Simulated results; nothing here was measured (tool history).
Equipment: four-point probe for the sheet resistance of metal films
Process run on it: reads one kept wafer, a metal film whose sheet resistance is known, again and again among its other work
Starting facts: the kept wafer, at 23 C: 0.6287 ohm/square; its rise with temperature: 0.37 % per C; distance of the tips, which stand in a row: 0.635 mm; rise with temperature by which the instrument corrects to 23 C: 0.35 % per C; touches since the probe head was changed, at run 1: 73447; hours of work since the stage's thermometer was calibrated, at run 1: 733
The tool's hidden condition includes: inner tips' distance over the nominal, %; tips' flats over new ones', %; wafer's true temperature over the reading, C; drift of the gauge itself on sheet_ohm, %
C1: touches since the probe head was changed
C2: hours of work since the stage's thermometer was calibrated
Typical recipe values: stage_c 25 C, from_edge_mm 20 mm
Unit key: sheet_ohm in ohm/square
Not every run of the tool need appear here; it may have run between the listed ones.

{"run": 1, "hour": 0.0, "stage_c": 25, "from_edge_mm": 20, "C1": 73447, "C2": 733, "sheet_ohm": 0.632053}
{"run": 2, "hour": 42.5, "stage_c": 30, "from_edge_mm": 20, "C1": 74840, "C2": 750, "sheet_ohm": 0.632636}
{"run": 3, "hour": 88.1, "stage_c": 31, "from_edge_mm": 20, "C1": 76332, "C2": 768, "sheet_ohm": 0.632825}
{"run": 4, "hour": 131.1, "stage_c": 31, "from_edge_mm": 20, "C1": 77738, "C2": 785, "sheet_ohm": 0.633087}
{"run": 5, "hour": 198.1, "stage_c": 25, "from_edge_mm": 17, "C1": 79932, "C2": 812, "sheet_ohm": 0.632473}
{"run": 6, "hour": 236.4, "stage_c": 25, "from_edge_mm": 20, "C1": 81185, "C2": 827, "sheet_ohm": 0.632352}
{"run": 7, "hour": 291.8, "stage_c": 25, "from_edge_mm": 20, "C1": 82999, "C2": 850, "sheet_ohm": 0.63245}
{"run": 8, "hour": 352.1, "stage_c": 25, "from_edge_mm": 20, "C1": 84974, "C2": 874, "sheet_ohm": 0.632541}
{"run": 9, "hour": 413.0, "stage_c": 25, "from_edge_mm": 23, "C1": 86967, "C2": 898, "sheet_ohm": 0.632564}
{"run": 10, "hour": 452.2, "stage_c": 25, "from_edge_mm": 34, "C1": 88251, "C2": 914, "sheet_ohm": 0.632578}
{"run": 11, "hour": 507.7, "stage_c": 19, "from_edge_mm": 71, "C1": 90067, "C2": 936, "sheet_ohm": 0.6316}
{"run": 12, "hour": 556.5, "stage_c": 19, "from_edge_mm": 71, "C1": 91664, "C2": 956, "sheet_ohm": 0.631611}
{"run": 13, "hour": 628.0, "stage_c": 27, "from_edge_mm": 8, "C1": 94004, "C2": 984, "sheet_ohm": 0.634841}
{"run": 14, "hour": 686.8, "stage_c": 32, "from_edge_mm": 14, "C1": 95929, "C2": 1008, "sheet_ohm": 0.633994}
{"run": 15, "hour": 722.4, "stage_c": 25, "from_edge_mm": 14, "C1": 97095, "C2": 1022, "sheet_ohm": 0.633276}
{"run": 16, "hour": 757.5, "stage_c": 23, "from_edge_mm": 21, "C1": 98245, "C2": 1036, "sheet_ohm": 0.632819}
{"run": 17, "hour": 791.9, "stage_c": 23, "from_edge_mm": 21, "C1": 99370, "C2": 1050, "sheet_ohm": 0.632782}
{"run": 18, "hour": 851.6, "stage_c": 25, "from_edge_mm": 8, "C1": 101324, "C2": 1074, "sheet_ohm": 0.634814}
{"run": 19, "hour": 926.7, "stage_c": 25, "from_edge_mm": 29, "C1": 103783, "C2": 1104, "sheet_ohm": 0.632811}
{"run": 20, "hour": 972.3, "stage_c": 30, "from_edge_mm": 20, "C1": 105276, "C2": 1123, "sheet_ohm": 0.633861}

Consider 3 possible next runs. They are alternatives, not a sequence: every one starts from the tool as it was left by run 20. What does each give?
{"run": "A", "hour": 1033.1, "stage_c": 29, "from_edge_mm": 4, "C1": 107268, "C2": 1147, "sheet_ohm": "?"}
{"run": "B", "hour": 1033.1, "stage_c": 30, "from_edge_mm": 38, "C1": 107268, "C2": 1147, "sheet_ohm": "?"}
{"run": "C", "hour": 1033.1, "stage_c": 33, "from_edge_mm": 20, "C1": 107268, "C2": 1147, "sheet_ohm": "?"}

run=A sheet_ohm=0.641988
run=B sheet_ohm=0.633587
run=C sheet_ohm=0.634022
With the hidden condition removed and each run's random variation left untouched, the same runs would have given:
run=A sheet_ohm=0.637856
run=B sheet_ohm=0.629509
run=C sheet_ohm=0.629949

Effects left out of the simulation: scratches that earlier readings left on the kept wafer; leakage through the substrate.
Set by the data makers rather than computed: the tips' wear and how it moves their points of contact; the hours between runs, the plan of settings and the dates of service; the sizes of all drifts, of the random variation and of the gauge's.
